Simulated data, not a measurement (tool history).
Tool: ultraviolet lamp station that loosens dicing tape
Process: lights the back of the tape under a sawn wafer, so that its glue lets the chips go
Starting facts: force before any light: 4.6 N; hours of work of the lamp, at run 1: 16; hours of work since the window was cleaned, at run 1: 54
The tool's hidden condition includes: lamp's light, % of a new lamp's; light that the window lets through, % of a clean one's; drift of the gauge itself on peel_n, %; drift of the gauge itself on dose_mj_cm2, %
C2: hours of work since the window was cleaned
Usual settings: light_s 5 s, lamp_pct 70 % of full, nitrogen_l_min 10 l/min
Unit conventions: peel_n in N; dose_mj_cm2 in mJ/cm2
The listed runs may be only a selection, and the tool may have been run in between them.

Run 1, hour 0: usual settings; hours of work of the lamp 16; C2 54. Result: peel_n 0.83 N, dose_mj_cm2 281 mJ/cm2.
Run 2, hour 10.2: usual settings; hours of work of the lamp 24; C2 62. Result: peel_n 0.847 N, dose_mj_cm2 285 mJ/cm2.
Run 3, hour 16.6: usual settings; hours of work of the lamp 29; C2 67. Result: peel_n 0.844 N, dose_mj_cm2 278 mJ/cm2.
Run 4, hour 22.9: usual settings; hours of work of the lamp 34; C2 72. Result: peel_n 0.822 N, dose_mj_cm2 284 mJ/cm2.
Run 5, hour 32: usual settings; hours of work of the lamp 41; C2 79. Result: peel_n 0.827 N, dose_mj_cm2 281 mJ/cm2.
Run 6, hour 43: usual settings; hours of work of the lamp 50; C2 88. Result: peel_n 0.846 N, dose_mj_cm2 275 mJ/cm2.
Run 7, hour 54.7: usual settings; hours of work of the lamp 59; C2 97. Result: peel_n 0.864 N, dose_mj_cm2 275 mJ/cm2.
Run 8, hour 68.1: usual settings; hours of work of the lamp 70; C2 108. Result: peel_n 0.878 N, dose_mj_cm2 281 mJ/cm2.
Run 9, hour 73.7: usual settings but lamp_pct 65 % of full; hours of work of the lamp 75; C2 113. Result: peel_n 0.963 N, dose_mj_cm2 256 mJ/cm2.
Run 10, hour 86.7: usual settings but lamp_pct 65 % of full; hours of work of the lamp 85; C2 123. Result: peel_n 1.01 N, dose_mj_cm2 249 mJ/cm2.
Run 11, hour 92.9: usual settings; hours of work of the lamp 90; C2 128. Result: peel_n 0.855 N, dose_mj_cm2 271 mJ/cm2.
Run 12, hour 99.5: usual settings; hours of work of the lamp 95; C2 133. Result: peel_n 0.878 N, dose_mj_cm2 272 mJ/cm2.
Run 13, hour 108.6: usual settings; hours of work of the lamp 102; C2 140. Result: peel_n 0.927 N, dose_mj_cm2 269 mJ/cm2.
Run 14, hour 115.5: usual settings; hours of work of the lamp 108; C2 146. Result: peel_n 0.901 N, dose_mj_cm2 270 mJ/cm2.
Run 15, hour 121.7: usual settings; hours of work of the lamp 113; C2 151. Result: peel_n 0.888 N, dose_mj_cm2 265 mJ/cm2.
Run 16, hour 129.6: usual settings but lamp_pct 75 % of full; hours of work of the lamp 119; C2 157. Result: peel_n 0.823 N, dose_mj_cm2 291 mJ/cm2.
Run 17, hour 138.5: usual settings but light_s 4 s, lamp_pct 80 % of full, nitrogen_l_min 11 l/min; hours of work of the lamp 126; C2 164. Result: peel_n 1.023 N, dose_mj_cm2 243 mJ/cm2.
Run 18, hour 145.7: usual settings but light_s 2 s, lamp_pct 96 % of full; hours of work of the lamp 132; C2 170. Result: peel_n 1.867 N, dose_mj_cm2 143 mJ/cm2.
Run 19, hour 156.7: usual settings but light_s 2 s, lamp_pct 64 % of full; hours of work of the lamp 140; C2 178. Result: peel_n 2.584 N, dose_mj_cm2 98 mJ/cm2.
Run 20, hour 163.7: usual settings but lamp_pct 93 % of full, nitrogen_l_min 4 l/min; hours of work of the lamp 146; C2 184. Result: peel_n 0.865 N, dose_mj_cm2 347 mJ/cm2.
Run 21, hour 174.6: usual settings but lamp_pct 93 % of full, nitrogen_l_min 4 l/min; hours of work of the lamp 155; C2 193. Result: peel_n 0.873 N, dose_mj_cm2 349 mJ/cm2.
Run 22, hour 185.5: usual settings but light_s 3 s, lamp_pct 61 % of full; hours of work of the lamp 163; C2 201. Result: peel_n 2.005 N, dose_mj_cm2 135 mJ/cm2.
Run 23, hour 193: usual settings but light_s 3 s, lamp_pct 61 % of full, nitrogen_l_min 8 l/min; hours of work of the lamp 169; C2 207. Result: peel_n 2.093 N, dose_mj_cm2 134 mJ/cm2.
Run 24, hour 201.9: usual settings but light_s 3 s, lamp_pct 61 % of full, nitrogen_l_min 8 l/min; hours of work of the lamp 176; C2 214. Result: peel_n 2.083 N, dose_mj_cm2 134 mJ/cm2.
Run 25, hour 209.2: usual settings but light_s 4 s, lamp_pct 90 % of full, nitrogen_l_min 6 l/min; hours of work of the lamp 182; C2 220. Result: peel_n 1.138 N, dose_mj_cm2 262 mJ/cm2.
Run 26, hour 220.8: usual settings but lamp_pct 63 % of full; hours of work of the lamp 191; C2 229. Result: peel_n 1.14 N, dose_mj_cm2 229 mJ/cm2.
Run 27, hour 228.7: usual settings but lamp_pct 63 % of full; hours of work of the lamp 198; C2 236. Result: peel_n 1.107 N, dose_mj_cm2 225 mJ/cm2.

Run 28, settings as shown, results not yet in. Your forecast:
Run 28, hour 235.8: usual settings but lamp_pct 90 % of full, nitrogen_l_min 13 l/min; hours of work of the lamp 203; C2 241. Result: peel_n ?, dose_mj_cm2 ?.

Run 28 produced peel_n 0.603 N, dose_mj_cm2 327 mJ/cm2.
Without the tool's hidden state the same run would have given peel_n 0.453 N, dose_mj_cm2 384 mJ/cm2.
